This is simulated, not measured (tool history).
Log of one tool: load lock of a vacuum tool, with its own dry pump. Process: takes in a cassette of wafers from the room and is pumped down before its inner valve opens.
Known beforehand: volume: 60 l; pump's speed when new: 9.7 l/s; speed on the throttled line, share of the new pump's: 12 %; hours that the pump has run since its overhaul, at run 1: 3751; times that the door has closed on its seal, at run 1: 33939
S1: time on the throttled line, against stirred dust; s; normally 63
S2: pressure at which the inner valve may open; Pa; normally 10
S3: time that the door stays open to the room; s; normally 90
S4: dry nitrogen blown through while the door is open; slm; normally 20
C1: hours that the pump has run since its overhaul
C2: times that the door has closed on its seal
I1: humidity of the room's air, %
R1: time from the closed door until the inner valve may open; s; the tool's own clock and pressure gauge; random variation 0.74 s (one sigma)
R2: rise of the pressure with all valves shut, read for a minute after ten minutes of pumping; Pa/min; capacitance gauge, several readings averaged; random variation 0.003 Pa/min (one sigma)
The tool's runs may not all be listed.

run 1 hour=0.0 | S1=63 S2=10 S3=90 S4=20 | C1=3751 C2=33939 | I1=44.2 | R1=113.3 R2=0.335
run 2 hour=366.4 | S1=63 S2=10 S3=90 S4=20 | C1=4117 C2=35746 | I1=43.3 | R1=115.1 R2=0.379
run 3 hour=921.0 | S1=42 S2=10 S3=90 S4=20 | C1=4672 C2=38480 | I1=45.6 | R1=96.6 R2=0.414
-- hour=1251.7 door's seal changed, seat wiped
run 4 hour=1589.7 | S1=63 S2=10 S3=90 S4=20 | C1=5339 C2=1665 | I1=45.3 | R1=115.8 R2=0.054
run 5 hour=2225.7 | S1=63 S2=10 S3=90 S4=20 | C1=5975 C2=4801 | I1=47.5 | R1=116.4 R2=0.075
run 6 hour=2644.5 | S1=63 S2=10 S3=90 S4=20 | C1=6394 C2=6865 | I1=43.1 | R1=117.4 R2=0.074
run 7 hour=3176.8 | S1=63 S2=10 S3=90 S4=20 | C1=6926 C2=9489 | I1=45.6 | R1=115.7 R2=0.095
run 8 hour=3634.9 | S1=63 S2=10 S3=90 S4=20 | C1=7384 C2=11747 | I1=46.7 | R1=116.5 R2=0.114
run 9 hour=4018.8 | S1=63 S2=10 S3=90 S4=20 | C1=7768 C2=13640 | I1=44.4 | R1=116.4 R2=0.132
run 10 hour=4552.2 | S1=63 S2=10 S3=90 S4=20 | C1=8301 C2=16269 | I1=44.8 | R1=117.8 R2=0.156
run 11 hour=5006.6 | S1=63 S2=10 S3=90 S4=20 | C1=8756 C2=18509 | I1=43.4 | R1=116.7 R2=0.168
run 12 hour=5452.2 | S1=63 S2=10 S3=90 S4=20 | C1=9201 C2=20706 | I1=46.0 | R1=118.1 R2=0.205
run 13 hour=6069.3 | S1=63 S2=10 S3=90 S4=20 | C1=9819 C2=23748 | I1=45.2 | R1=117.4 R2=0.233
run 14 hour=6754.1 | S1=63 S2=10 S3=90 S4=20 | C1=10503 C2=27123 | I1=43.9 | R1=119.3 R2=0.279
run 15 hour=7143.6 | S1=63 S2=10 S3=90 S4=18 | C1=10893 C2=29044 | I1=42.6 | R1=118.7 R2=0.312
run 16 hour=7499.7 | S1=103 S2=9 S3=90 S4=19 | C1=11249 C2=30799 | I1=48.5 | R1=155.8 R2=0.337
run 17 hour=7874.7 | S1=102 S2=8 S3=64 S4=19 | C1=11624 C2=32647 | I1=47.5 | R1=153.8 R2=0.347
run 18 hour=8179.2 | S1=102 S2=8 S3=64 S4=19 | C1=11928 C2=34148 | I1=45.1 | R1=154.5 R2=0.381
run 19 hour=8550.6 | S1=98 S2=10 S3=184 S4=20 | C1=12300 C2=35979 | I1=43.5 | R1=148.9 R2=0.435
run 20 hour=9018.4 | S1=98 S2=10 S3=184 S4=20 | C1=12768 C2=38285 | I1=46.8 | R1=149.1 R2=0.491
-- hour=9399.4 door's seal changed, seat wiped
run 21 hour=9496.7 | S1=98 S2=10 S3=184 S4=20 | C1=13244 C2=480 | I1=46.9 | R1=150.3 R2=0.064
run 22 hour=10049.1 | S1=98 S2=10 S3=184 S4=20 | C1=13797 C2=3203 | I1=44.4 | R1=151.7 R2=0.074
run 23 hour=10530.1 | S1=38 S2=10 S3=215 S4=20 | C1=14278 C2=5574 | I1=45.0 | R1=100.2 R2=0.080
run 24 hour=11081.1 | S1=39 S2=15 S3=26 S4=6 | C1=14829 C2=8290 | I1=42.3 | R1=97.9 R2=0.080
run 25 hour=11718.4 | S1=90 S2=13 S3=209 S4=6 | C1=15466 C2=11432 | I1=42.8 | R1=144.9 R2=0.148
run 26 hour=12323.3 | S1=60 S2=18 S3=36 S4=35 | C1=16071 C2=14413 | I1=44.5 | R1=115.5 R2=0.112
run 27 hour=12929.8 | S1=94 S2=10 S3=56 S4=20 | C1=16678 C2=17403 | I1=45.3 | R1=150.1 R2=0.157
run 28 hour=13419.1 | S1=49 S2=10 S3=56 S4=20 | C1=17167 C2=19815 | I1=45.1 | R1=111.7 R2=0.181

For some of the steps in R1 from one run to the next: how much would appear even if the tool had no hidden state, given the settings, what came in and random variation, and how much remains for the hidden state plus any gauge scatter that the measured result and the result without hidden state don't share?
Hidden state at play: pump's speed, % of a new pump's; leak at the door's seal, Pa l/s; drift of the gauge itself on ready_s, %; drift of the gauge itself on rise_pa_min, %.
Run 22 -> 23: S1 98 -> 38, S3 184 -> 215. R1 -51.5 s: hidden state +1.7, all else -53.2.
Run 24 -> 25: S1 39 -> 90, S2 15 -> 13, S3 26 -> 209. R1 +47.0 s: hidden state -0.4, all else +47.4.
Run 27 -> 28: S1 94 -> 49. R1 -38.4 s: hidden state +1.4, all else -39.8.
